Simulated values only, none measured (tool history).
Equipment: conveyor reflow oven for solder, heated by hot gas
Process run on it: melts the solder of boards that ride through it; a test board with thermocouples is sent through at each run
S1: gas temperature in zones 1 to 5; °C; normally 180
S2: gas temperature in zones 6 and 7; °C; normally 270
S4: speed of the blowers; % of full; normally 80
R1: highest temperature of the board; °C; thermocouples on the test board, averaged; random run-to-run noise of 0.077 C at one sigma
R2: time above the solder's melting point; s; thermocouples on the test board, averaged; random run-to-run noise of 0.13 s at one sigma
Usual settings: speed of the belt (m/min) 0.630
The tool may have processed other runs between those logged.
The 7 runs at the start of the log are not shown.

run 8 hour=363.5 | S1=180 S2=270 speed_of_the_belt_(m/min)=0.630 S4=78 | R1=258.46 R2=56.2
-- hour=386.9 thermocouples of zones 6 and 7 changed
run 9 hour=421.8 | S1=180 S2=270 speed_of_the_belt_(m/min)=0.630 S4=78 | R1=256.69 R2=55.4
run 10 hour=475.5 | S1=180 S2=270 speed_of_the_belt_(m/min)=0.630 S4=78 | R1=256.60 R2=55.4
run 11 hour=504.3 | S1=180 S2=270 speed_of_the_belt_(m/min)=0.630 S4=78 | R1=256.84 R2=55.1
run 12 hour=532.5 | S1=180 S2=270 speed_of_the_belt_(m/min)=0.630 S4=78 | R1=256.59 R2=55.3
run 13 hour=569.2 | S1=180 S2=270 speed_of_the_belt_(m/min)=0.630 S4=80 | R1=257.00 R2=55.6
run 14 hour=602.2 | S1=180 S2=270 speed_of_the_belt_(m/min)=0.630 S4=80 | R1=256.93 R2=55.7
run 15 hour=636.0 | S1=180 S2=270 speed_of_the_belt_(m/min)=0.630 S4=80 | R1=257.11 R2=55.6
run 16 hour=681.3 | S1=169 S2=262 speed_of_the_belt_(m/min)=0.753 S4=66 | R1=238.31 R2=30.0
run 17 hour=717.9 | S1=169 S2=262 speed_of_the_belt_(m/min)=0.753 S4=66 | R1=238.38 R2=29.6
-- hour=726.8 flux residue cleaned out of gas plates and filters
run 18 hour=764.9 | S1=169 S2=262 speed_of_the_belt_(m/min)=0.753 S4=66 | R1=239.36 R2=31.0
run 19 hour=824.3 | S1=169 S2=262 speed_of_the_belt_(m/min)=0.753 S4=66 | R1=239.24 R2=30.9
run 20 hour=882.6 | S1=169 S2=262 speed_of_the_belt_(m/min)=0.753 S4=66 | R1=239.31 R2=30.9
run 21 hour=933.0 | S1=176 S2=283 speed_of_the_belt_(m/min)=0.630 S4=80 | R1=268.74 R2=59.8
run 22 hour=996.5 | S1=176 S2=283 speed_of_the_belt_(m/min)=0.630 S4=80 | R1=268.62 R2=60.2
run 23 hour=1044.0 | S1=176 S2=280 speed_of_the_belt_(m/min)=0.502 S4=53 | R1=266.24 R2=74.0
run 24 hour=1086.1 | S1=176 S2=262 speed_of_the_belt_(m/min)=0.502 S4=53 | R1=249.78 R2=63.8
run 25 hour=1153.7 | S1=176 S2=262 speed_of_the_belt_(m/min)=0.502 S4=53 | R1=249.79 R2=63.8

Run 26 has not been measured yet. What should we expect?
run 26 hour=1204.6 | S1=190 S2=270 speed_of_the_belt_(m/min)=0.630 S4=80 | R1=? R2=?

Run 26 came out at R1 258.95 °C, R2 60.5 s.
With the hidden condition absent and the run-to-run variation left alone, this run would have shown R1 259.05 °C, R2 59.3 s.

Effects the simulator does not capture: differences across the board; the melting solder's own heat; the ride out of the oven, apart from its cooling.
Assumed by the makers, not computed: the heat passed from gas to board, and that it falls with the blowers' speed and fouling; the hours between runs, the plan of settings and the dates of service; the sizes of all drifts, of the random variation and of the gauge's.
